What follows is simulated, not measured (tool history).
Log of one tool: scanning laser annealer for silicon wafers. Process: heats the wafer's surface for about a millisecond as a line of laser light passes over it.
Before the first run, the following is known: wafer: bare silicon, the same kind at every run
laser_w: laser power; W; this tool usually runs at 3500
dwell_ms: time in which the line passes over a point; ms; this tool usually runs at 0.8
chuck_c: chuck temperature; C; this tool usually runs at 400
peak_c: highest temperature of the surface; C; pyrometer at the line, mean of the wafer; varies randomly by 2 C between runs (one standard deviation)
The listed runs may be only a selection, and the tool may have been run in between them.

run,day,laser_w,dwell_ms,chuck_c,peak_c
1,0,3500,0.8,400,1238
2,1.604,3500,0.8,400,1237
3,4.642,3500,0.8,400,1237
4,6.733,3500,0.8,400,1234
5,8.842,3500,0.8,400,1230
6,12.475,3500,0.735,400,1195
7,14.825,3500,0.735,400,1190
8,17.767,3500,0.8,400,1229
9,21.146,3500,0.8,400,1226
10,23.275,3500,0.8,400,1226
11,25.875,3500,0.8,400,1220
12,28.454,3500,0.8,400,1221
13,31.996,3500,0.8,361,1179
14,34.996,3500,0.8,361,1178
15,37.008,3500,0.8,371,1187
16,39.812,3500,0.8,371,1187
17,41.404,3500,0.8,371,1185
18,43.538,3500,0.8,371,1184
19,47.033,3500,0.8,400,1212
20,48.925,3500,0.8,400,1210
# day 49.792: optics aligned, line set to its width
21,50.767,3500,0.8,400,1220
22,52.521,3500,0.908,403,1279
23,54.662,3500,0.908,403,1281
24,56.538,3505,0.875,403,1260
25,59.517,3178,0.688,426,1113
26,61.229,3541,0.688,430,1187
27,64.667,3466,0.594,406,1089
28,67.421,3466,0.925,406,1272
29,70.542,3844,0.935,398,1354
30,72.662,3435,0.935,398,1260
31,74.825,3435,0.935,398,1258
32,78.1,3450,0.596,416,1090
# day 79.608: window over the wafer cleaned
33,80.562,3500,0.806,361,1206
34,82.5,3676,0.591,435,1183
35,85.162,3676,0.591,435,1181
36,87.896,2985,0.756,407,1110
37,90.804,3432,0.576,396,1085
38,93.917,3424,0.8,423,1243
39,97.233,3500,0.697,440,1215
40,98.942,3136,0.586,400,1037
41,100.521,3300,0.938,426,1285
42,102.812,3500,0.731,421,1209

Pick out some run-to-run changes in peak_c. Of each, how much would a tool without hidden state show as well, from the settings, what came in and chance, and how much is left for the hidden state and any gauge scatter not in both results compared?
Hidden conditions of the tool in this case: light that passes the window, % of a clean one's; laser's true power over the reading, %; width of the line over the set one, %; drift of the gauge itself on peak_c, C.
Run 20 -> 21: optics aligned, line set to its width. peak_c +10 C: hidden state +10, all else +0.
Run 27 -> 28: dwell_ms 0.594 -> 0.925. peak_c +183 C: hidden state -10, all else +193.
Run 32 -> 33: laser_w 3450 -> 3500, dwell_ms 0.596 -> 0.806, chuck_c 416 -> 361, window over the wafer cleaned. peak_c +116 C: hidden state +34, all else +82.
Run 39 -> 40: laser_w 3500 -> 3136, dwell_ms 0.697 -> 0.586, chuck_c 440 -> 400. peak_c -178 C: hidden state +1, all else -179.
Run 40 -> 41: laser_w 3136 -> 3300, dwell_ms 0.586 -> 0.938, chuck_c 400 -> 426. peak_c +248 C: hidden state -4, all else +252.
